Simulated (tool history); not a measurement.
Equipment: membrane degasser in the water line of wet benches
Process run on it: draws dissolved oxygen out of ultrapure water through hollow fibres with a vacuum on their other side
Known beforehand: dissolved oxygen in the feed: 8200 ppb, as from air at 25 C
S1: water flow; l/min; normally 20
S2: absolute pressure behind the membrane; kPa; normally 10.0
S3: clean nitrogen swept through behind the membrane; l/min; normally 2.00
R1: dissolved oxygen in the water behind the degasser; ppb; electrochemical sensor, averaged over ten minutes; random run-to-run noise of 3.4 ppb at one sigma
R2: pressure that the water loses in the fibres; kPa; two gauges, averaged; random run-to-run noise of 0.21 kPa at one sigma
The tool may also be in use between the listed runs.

run 1 hour=0.0 | S1=20 S2=10.0 S3=2.00 | R1=345.5 R2=48.23
run 2 hour=89.0 | S1=20 S2=10.0 S3=2.00 | R1=351.8 R2=47.93
run 3 hour=146.7 | S1=20 S2=10.0 S3=2.00 | R1=347.9 R2=48.29
run 4 hour=273.8 | S1=20 S2=10.0 S3=2.00 | R1=351.0 R2=48.16
run 5 hour=383.8 | S1=20 S2=10.0 S3=2.00 | R1=352.4 R2=47.98
run 6 hour=499.7 | S1=20 S2=10.0 S3=2.00 | R1=350.6 R2=48.99
run 7 hour=570.7 | S1=16 S2=10.0 S3=2.00 | R1=241.8 R2=38.54
run 8 hour=662.1 | S1=20 S2=14.4 S3=2.00 | R1=457.6 R2=48.39
run 9 hour=721.1 | S1=20 S2=14.4 S3=2.00 | R1=450.7 R2=48.10
run 10 hour=803.3 | S1=20 S2=14.4 S3=2.00 | R1=450.9 R2=48.83
run 11 hour=918.0 | S1=20 S2=14.4 S3=2.00 | R1=451.8 R2=48.47
run 12 hour=1024.1 | S1=26 S2=10.0 S3=2.00 | R1=564.5 R2=63.00
run 13 hour=1135.7 | S1=20 S2=10.0 S3=4.53 | R1=272.1 R2=48.59
run 14 hour=1263.9 | S1=20 S2=10.0 S3=4.53 | R1=278.6 R2=49.04
run 15 hour=1362.0 | S1=20 S2=10.0 S3=2.00 | R1=367.2 R2=49.26
run 16 hour=1442.4 | S1=20 S2=10.0 S3=2.00 | R1=370.2 R2=49.29
run 17 hour=1564.8 | S1=17 S2=10.0 S3=2.00 | R1=281.3 R2=41.99
run 18 hour=1666.7 | S1=17 S2=10.0 S3=2.00 | R1=280.8 R2=42.00
run 19 hour=1749.5 | S1=12 S2=10.0 S3=0.92 | R1=256.2 R2=29.75
run 20 hour=1872.7 | S1=15 S2=8.4 S3=4.29 | R1=147.7 R2=36.79
run 21 hour=1948.9 | S1=16 S2=9.2 S3=3.76 | R1=183.6 R2=39.64
run 22 hour=2019.2 | S1=20 S2=8.1 S3=2.74 | R1=307.1 R2=49.65
run 23 hour=2104.3 | S1=18 S2=10.6 S3=2.00 | R1=323.5 R2=44.46
run 24 hour=2177.0 | S1=18 S2=10.6 S3=1.33 | R1=389.7 R2=44.44
-- hour=2283.5 seals of the vacuum lines changed
run 25 hour=2290.6 | S1=18 S2=10.6 S3=1.33 | R1=390.9 R2=44.77
run 26 hour=2372.2 | S1=20 S2=22.0 S3=2.00 | R1=629.6 R2=49.85
run 27 hour=2445.3 | S1=20 S2=22.0 S3=2.00 | R1=631.0 R2=50.08
run 28 hour=2555.4 | S1=20 S2=10.0 S3=4.25 | R1=301.6 R2=49.88
run 29 hour=2659.0 | S1=20 S2=10.0 S3=4.25 | R1=307.1 R2=50.32
run 30 hour=2748.6 | S1=16 S2=10.0 S3=2.00 | R1=259.8 R2=40.53
run 31 hour=2855.3 | S1=14 S2=8.8 S3=3.41 | R1=144.9 R2=35.04
run 32 hour=2959.4 | S1=14 S2=8.8 S3=3.41 | R1=148.8 R2=35.45
run 33 hour=3027.4 | S1=16 S2=22.9 S3=3.41 | R1=357.7 R2=40.79

Measured result minus the same run's result without the hidden state. Both carry the same run-to-run variation, though not necessarily the same gauge scatter:
The hidden state here: membrane still open, %; true pressure behind the membrane over the reading, kPa; air that leaks in behind the membrane, l/min; drift of the gauge itself on oxygen_ppb, %; drift of the gauge itself on loss_of_pressure_kpa, %.
run=1 R1=+3.6 R2=+0.22
run=2 R1=+4.9 R2=+0.30
run=3 R1=+5.5 R2=+0.34
run=4 R1=+7.1 R2=+0.43
run=5 R1=+8.6 R2=+0.52
run=6 R1=+10.0 R2=+0.61
run=7 R1=+7.7 R2=+0.54
run=8 R1=+12.9 R2=+0.75
run=9 R1=+13.4 R2=+0.79
run=10 R1=+14.7 R2=+0.87
run=11 R1=+16.0 R2=+0.96
run=12 R1=+25.4 R2=+1.35
run=13 R1=+17.6 R2=+1.13
run=14 R1=+19.6 R2=+1.23
run=15 R1=+22.1 R2=+1.31
run=16 R1=+23.6 R2=+1.39
run=17 R1=+19.2 R2=+1.26
run=18 R1=+20.3 R2=+1.33
run=19 R1=+12.8 R2=+0.98
run=20 R1=+16.5 R2=+1.30
run=21 R1=+19.5 R2=+1.44
run=22 R1=+31.4 R2=+1.89
run=23 R1=+27.7 R2=+1.76
run=24 R1=+29.3 R2=+1.81
run=25 R1=+28.4 R2=+1.90
run=26 R1=+33.1 R2=+2.18
run=27 R1=+34.3 R2=+2.26
run=28 R1=+37.2 R2=+2.34
run=29 R1=+39.3 R2=+2.44
run=30 R1=+27.5 R2=+2.01
run=31 R1=+20.6 R2=+1.82
run=32 R1=+21.8 R2=+1.89
run=33 R1=+29.6 R2=+2.19

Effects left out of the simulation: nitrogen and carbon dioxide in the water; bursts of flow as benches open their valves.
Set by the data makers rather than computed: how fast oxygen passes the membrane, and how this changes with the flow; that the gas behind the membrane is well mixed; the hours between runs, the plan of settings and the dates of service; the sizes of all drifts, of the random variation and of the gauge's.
